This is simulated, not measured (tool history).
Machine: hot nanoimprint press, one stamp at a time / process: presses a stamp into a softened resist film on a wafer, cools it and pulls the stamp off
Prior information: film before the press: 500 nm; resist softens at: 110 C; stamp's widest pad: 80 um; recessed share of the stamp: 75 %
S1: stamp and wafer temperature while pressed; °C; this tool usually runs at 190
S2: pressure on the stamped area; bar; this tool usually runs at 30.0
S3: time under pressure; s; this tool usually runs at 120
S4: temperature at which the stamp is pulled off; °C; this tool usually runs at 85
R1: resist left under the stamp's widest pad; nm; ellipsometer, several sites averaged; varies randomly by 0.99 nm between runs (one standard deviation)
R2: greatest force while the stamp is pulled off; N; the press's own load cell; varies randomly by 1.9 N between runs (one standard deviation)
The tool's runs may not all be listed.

Run 1, hour 0.0: usual settings. Result: R1 287.1 nm, R2 163 N.
Run 2, hour 52.4: usual settings. Result: R1 288.2 nm, R2 160 N.
Run 3, hour 119.7: usual settings but S2 44.1 bar. Result: R1 247.9 nm, R2 161 N.
At hour 186.3: stamp cleaned and given a new release coat.
Run 4, hour 190.4: usual settings but S2 20.5 bar. Result: R1 331.2 nm, R2 160 N.
Run 5, hour 257.5: usual settings but S2 20.5 bar. Result: R1 329.9 nm, R2 161 N.
Run 6, hour 289.5: usual settings but S2 20.5 bar. Result: R1 329.5 nm, R2 160 N.
Run 7, hour 333.4: usual settings but S2 20.6 bar. Result: R1 331.4 nm, R2 159 N.
Run 8, hour 367.7: usual settings. Result: R1 288.4 nm, R2 161 N.
Run 9, hour 430.3: usual settings. Result: R1 290.7 nm, R2 161 N.
Run 10, hour 472.0: usual settings. Result: R1 287.3 nm, R2 162 N.
Run 11, hour 519.2: usual settings. Result: R1 289.8 nm, R2 161 N.
At hour 565.2: stamp cleaned and given a new release coat.
Run 12, hour 578.1: usual settings. Result: R1 291.1 nm, R2 161 N.
Run 13, hour 615.6: usual settings. Result: R1 291.2 nm, R2 163 N.
Run 14, hour 691.3: usual settings. Result: R1 290.5 nm, R2 161 N.
Run 15, hour 766.7: usual settings. Result: R1 293.6 nm, R2 160 N.
Run 16, hour 825.9: usual settings. Result: R1 292.8 nm, R2 162 N.
Run 17, hour 898.3: usual settings but S1 200 °C, S2 37.7 bar, S3 121 s. Result: R1 196.9 nm, R2 162 N.
At hour 907.6: plate thermocouple calibrated.
At hour 922.3: press's hydraulic seals changed and the load cell set to zero.
At hour 956.1: stamp cleaned and given a new release coat.
Run 18, hour 961.4: usual settings but S1 200 °C, S2 37.7 bar, S3 121 s. Result: R1 197.3 nm, R2 160 N.
Run 19, hour 1035.3: usual settings but S1 193 °C, S2 23.0 bar. Result: R1 296.2 nm, R2 163 N.
At hour 1105.7: gauge calibrated.
Run 20, hour 1105.7: usual settings but S2 37.3 bar, S3 115 s. Result: R1 269.3 nm, R2 160 N.
Run 21, hour 1159.4: usual settings but S3 115 s, S4 71 °C. Result: R1 291.5 nm, R2 196 N.
Run 22, hour 1210.3: usual settings but S3 115 s, S4 71 °C. Result: R1 294.5 nm, R2 198 N.
Run 23, hour 1278.3: usual settings but S3 69 s. Result: R1 340.5 nm, R2 160 N.
Run 24, hour 1319.8: usual settings but S3 69 s. Result: R1 339.9 nm, R2 160 N.
At hour 1338.0: stamp cleaned and given a new release coat.
Run 25, hour 1359.5: usual settings but S1 184 °C, S2 24.8 bar, S3 69 s. Result: R1 402.9 nm, R2 160 N.
Run 26, hour 1400.2: usual settings but S1 184 °C, S2 24.8 bar, S3 69 s. Result: R1 404.0 nm, R2 160 N.
Run 27, hour 1474.6: usual settings but S1 180 °C, S2 43.2 bar, S3 69 s. Result: R1 383.0 nm, R2 161 N.
Run 28, hour 1534.1: usual settings but S2 28.8 bar, S4 75 °C. Result: R1 295.5 nm, R2 190 N.
Run 29, hour 1582.4: usual settings but S2 28.8 bar, S4 75 °C. Result: R1 295.9 nm, R2 185 N.

Consider 3 possible next runs. They are alternatives, not a sequence: every one starts from the tool as it was left by run 29. What does each give?
Run A, hour 1645.8: usual settings but S1 201 °C, S2 28.8 bar, S3 176 s, S4 90 °C. Result: R1 ?, R2 ?.
Run B, hour 1645.8: usual settings but S2 26.3 bar, S3 69 s, S4 76 °C. Result: R1 ?, R2 ?.
Run C, hour 1645.8: usual settings but S2 45.4 bar, S4 80 °C. Result: R1 ?, R2 ?.

run     R1   R2
  A  186.2  145
  B  354.6  188
  C  247.0  176
The same runs, with their run-to-run variation unchanged, on a tool lacking any hidden condition would have given:
run     R1   R2
  A  184.0  145
  B  350.6  188
  C  244.1  175

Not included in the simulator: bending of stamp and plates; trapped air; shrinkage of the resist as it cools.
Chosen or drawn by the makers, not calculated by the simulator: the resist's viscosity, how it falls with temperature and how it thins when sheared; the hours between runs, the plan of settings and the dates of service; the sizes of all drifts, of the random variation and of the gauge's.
